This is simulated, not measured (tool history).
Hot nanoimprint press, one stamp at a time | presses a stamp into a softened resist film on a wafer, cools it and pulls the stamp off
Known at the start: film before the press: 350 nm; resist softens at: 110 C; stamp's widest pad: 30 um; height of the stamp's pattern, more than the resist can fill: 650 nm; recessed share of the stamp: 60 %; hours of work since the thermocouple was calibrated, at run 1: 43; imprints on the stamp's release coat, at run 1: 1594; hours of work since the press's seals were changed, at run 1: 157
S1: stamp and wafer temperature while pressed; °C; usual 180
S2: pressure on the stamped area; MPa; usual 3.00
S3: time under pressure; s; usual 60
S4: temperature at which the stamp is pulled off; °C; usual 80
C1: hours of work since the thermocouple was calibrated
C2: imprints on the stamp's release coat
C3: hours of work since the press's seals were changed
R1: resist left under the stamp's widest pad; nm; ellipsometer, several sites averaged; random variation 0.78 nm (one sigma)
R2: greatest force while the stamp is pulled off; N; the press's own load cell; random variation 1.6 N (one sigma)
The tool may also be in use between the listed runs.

Run 1, hour 0.0: usual settings; C1 43; C2 1594; C3 157. Result: R1 164.8 nm, R2 176 N.
At hour 33.2: stamp cleaned and given a new release coat.
Run 2, hour 94.3: usual settings; C1 83; C2 134; C3 197. Result: R1 163.0 nm, R2 146 N.
Run 3, hour 148.1: usual settings; C1 107; C2 252; C3 221. Result: R1 163.2 nm, R2 145 N.
Run 4, hour 235.4: usual settings; C1 147; C2 445; C3 261. Result: R1 161.0 nm, R2 154 N.
Run 5, hour 292.1: usual settings; C1 173; C2 570; C3 287. Result: R1 160.3 nm, R2 152 N.
Run 6, hour 363.9: usual settings; C1 205; C2 728; C3 319. Result: R1 160.2 nm, R2 154 N.
Run 7, hour 423.3: usual settings; C1 232; C2 859; C3 346. Result: R1 159.1 nm, R2 160 N.
Run 8, hour 472.4: usual settings; C1 254; C2 966; C3 368. Result: R1 158.7 nm, R2 164 N.
Run 9, hour 555.1: usual settings; C1 292; C2 1149; C3 406. Result: R1 158.2 nm, R2 168 N.
Run 10, hour 593.3: usual settings; C1 309; C2 1233; C3 423. Result: R1 157.9 nm, R2 165 N.
Run 11, hour 686.9: usual settings but S2 3.50 MPa; C1 352; C2 1439; C3 466. Result: R1 142.5 nm, R2 176 N.
Run 12, hour 768.6: usual settings but S1 170 °C, S2 3.50 MPa; C1 389; C2 1619; C3 503. Result: R1 214.8 nm, R2 176 N.
At hour 790.8: stamp cleaned and given a new release coat.
At hour 798.8: press's hydraulic seals changed and the load cell set to zero.
Run 13, hour 876.2: usual settings; C1 431; C2 170; C3 35. Result: R1 153.5 nm, R2 146 N.
Run 14, hour 961.6: usual settings but S3 54 s; C1 470; C2 358; C3 74. Result: R1 157.7 nm, R2 147 N.
Run 15, hour 1036.8: usual settings; C1 504; C2 524; C3 108. Result: R1 153.4 nm, R2 152 N.
Run 16, hour 1129.8: usual settings but S1 190 °C, S2 3.15 MPa, S3 102 s, S4 72 °C; C1 546; C2 728; C3 150. Result: R1 80.4 nm, R2 164 N.
Run 17, hour 1206.3: usual settings but S1 190 °C, S2 2.19 MPa, S3 102 s, S4 67 °C; C1 581; C2 897; C3 185. Result: R1 99.8 nm, R2 174 N.
At hour 1245.7: plate thermocouple calibrated.
Run 18, hour 1268.5: usual settings but S1 181 °C, S2 4.63 MPa; C1 10; C2 1027; C3 211. Result: R1 125.3 nm, R2 166 N.

Run 19 comes next. What will it give?
Run 19, hour 1359.4: usual settings but S1 176 °C, S4 74 °C; C1 52; C2 1227; C3 253. Result: R1 ?, R2 ?.

Run 19 gave R1 194.0 nm, R2 177 N.
Without the tool's hidden state the same run would have given R1 193.3 nm, R2 149 N.

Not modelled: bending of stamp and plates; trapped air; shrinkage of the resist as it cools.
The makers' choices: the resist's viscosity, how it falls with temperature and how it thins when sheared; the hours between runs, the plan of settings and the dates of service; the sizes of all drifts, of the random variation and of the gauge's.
